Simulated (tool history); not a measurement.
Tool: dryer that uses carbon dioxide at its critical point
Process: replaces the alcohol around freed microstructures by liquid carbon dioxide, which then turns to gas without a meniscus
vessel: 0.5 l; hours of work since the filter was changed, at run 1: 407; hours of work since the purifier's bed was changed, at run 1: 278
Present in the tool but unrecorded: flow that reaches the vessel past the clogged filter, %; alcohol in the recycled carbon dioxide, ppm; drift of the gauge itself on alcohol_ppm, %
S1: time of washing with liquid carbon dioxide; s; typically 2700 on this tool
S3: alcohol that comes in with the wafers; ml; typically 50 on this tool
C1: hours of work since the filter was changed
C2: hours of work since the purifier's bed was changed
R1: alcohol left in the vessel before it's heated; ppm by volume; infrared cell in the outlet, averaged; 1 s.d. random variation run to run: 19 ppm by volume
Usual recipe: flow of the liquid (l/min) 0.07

run 1 hour=0 | S1=2700 flow_of_the_liquid_(l/min)=0.07 S3=50 | C1=407 C2=278 | R1=2103
run 2 hour=13.5 | S1=2700 flow_of_the_liquid_(l/min)=0.07 S3=50 | C1=416 C2=287 | R1=2137
run 3 hour=32.7 | S1=2700 flow_of_the_liquid_(l/min)=0.07 S3=50 | C1=428 C2=299 | R1=2205
run 4 hour=45.4 | S1=2700 flow_of_the_liquid_(l/min)=0.07 S3=50 | C1=437 C2=307 | R1=2159
run 5 hour=68.7 | S1=2700 flow_of_the_liquid_(l/min)=0.07 S3=46 | C1=452 C2=322 | R1=2062
-- hour=80.5 inlet filter changed
run 6 hour=90.1 | S1=2700 flow_of_the_liquid_(l/min)=0.07 S3=50 | C1=6 C2=335 | R1=1416
run 7 hour=113.7 | S1=2700 flow_of_the_liquid_(l/min)=0.07 S3=50 | C1=21 C2=350 | R1=1410
run 8 hour=142.1 | S1=4140 flow_of_the_liquid_(l/min)=0.07 S3=50 | C1=40 C2=369 | R1=287
run 9 hour=164.1 | S1=2700 flow_of_the_liquid_(l/min)=0.0821 S3=50 | C1=54 C2=383 | R1=718
run 10 hour=177.8 | S1=2700 flow_of_the_liquid_(l/min)=0.07 S3=50 | C1=63 C2=391 | R1=1473
run 11 hour=192 | S1=2700 flow_of_the_liquid_(l/min)=0.07 S3=76 | C1=72 C2=401 | R1=2211
run 12 hour=215.1 | S1=2700 flow_of_the_liquid_(l/min)=0.07 S3=80 | C1=87 C2=415 | R1=2382
run 13 hour=229.2 | S1=2700 flow_of_the_liquid_(l/min)=0.07 S3=57 | C1=96 C2=425 | R1=1771
run 14 hour=247.7 | S1=2700 flow_of_the_liquid_(l/min)=0.07 S3=57 | C1=107 C2=436 | R1=1735
run 15 hour=273.3 | S1=2700 flow_of_the_liquid_(l/min)=0.07 S3=57 | C1=124 C2=453 | R1=1824
run 16 hour=287.1 | S1=4260 flow_of_the_liquid_(l/min)=0.0508 S3=29 | C1=133 C2=462 | R1=695
run 17 hour=312.3 | S1=2700 flow_of_the_liquid_(l/min)=0.1029 S3=105 | C1=149 C2=478 | R1=581
run 18 hour=331.5 | S1=2700 flow_of_the_liquid_(l/min)=0.1029 S3=105 | C1=161 C2=490 | R1=577
run 19 hour=355.3 | S1=2580 flow_of_the_liquid_(l/min)=0.07 S3=50 | C1=177 C2=506 | R1=2103
run 20 hour=369 | S1=2580 flow_of_the_liquid_(l/min)=0.07 S3=66 | C1=185 C2=514 | R1=2635
run 21 hour=398.2 | S1=2580 flow_of_the_liquid_(l/min)=0.07 S3=66 | C1=204 C2=533 | R1=2735
run 22 hour=427.9 | S1=3360 flow_of_the_liquid_(l/min)=0.0944 S3=29 | C1=223 C2=552 | R1=288
run 23 hour=448.1 | S1=2280 flow_of_the_liquid_(l/min)=0.0861 S3=50 | C1=236 C2=565 | R1=1569
-- hour=462.1 purifier's bed changed
run 24 hour=470.8 | S1=2280 flow_of_the_liquid_(l/min)=0.0861 S3=50 | C1=249 C2=6 | R1=1358
run 25 hour=483.4 | S1=2400 flow_of_the_liquid_(l/min)=0.0868 S3=50 | C1=257 C2=14 | R1=1045
run 26 hour=501 | S1=3540 flow_of_the_liquid_(l/min)=0.0827 S3=67 | C1=268 C2=25 | R1=254
run 27 hour=528.5 | S1=2580 flow_of_the_liquid_(l/min)=0.0723 S3=25 | C1=286 C2=43 | R1=938
run 28 hour=548 | S1=2580 flow_of_the_liquid_(l/min)=0.0457 S3=25 | C1=299 C2=55 | R1=4407
run 29 hour=566.7 | S1=2580 flow_of_the_liquid_(l/min)=0.0457 S3=25 | C1=311 C2=67 | R1=4426

How would selected steps in R1 from run to run divide? Give the signed amount a tool lacking its hidden state would still show from settings, what came in and random variation, and the signed amount left for the hidden state, including any gauge scatter that is not in both of the compared results.
Run 5 -> 6: S3 46 -> 50, inlet filter changed. R1 -646 ppm by volume: hidden state -776, all else +130.
Run 21 -> 22: S1 2580 -> 3360, flow of the liquid (l/min) 0.07 -> 0.0944, S3 66 -> 29. R1 -2447 ppm by volume: hidden state -518, all else -1929.
Run 27 -> 28: flow of the liquid (l/min) 0.0723 -> 0.0457. R1 +3469 ppm by volume: hidden state +613, all else +2856.
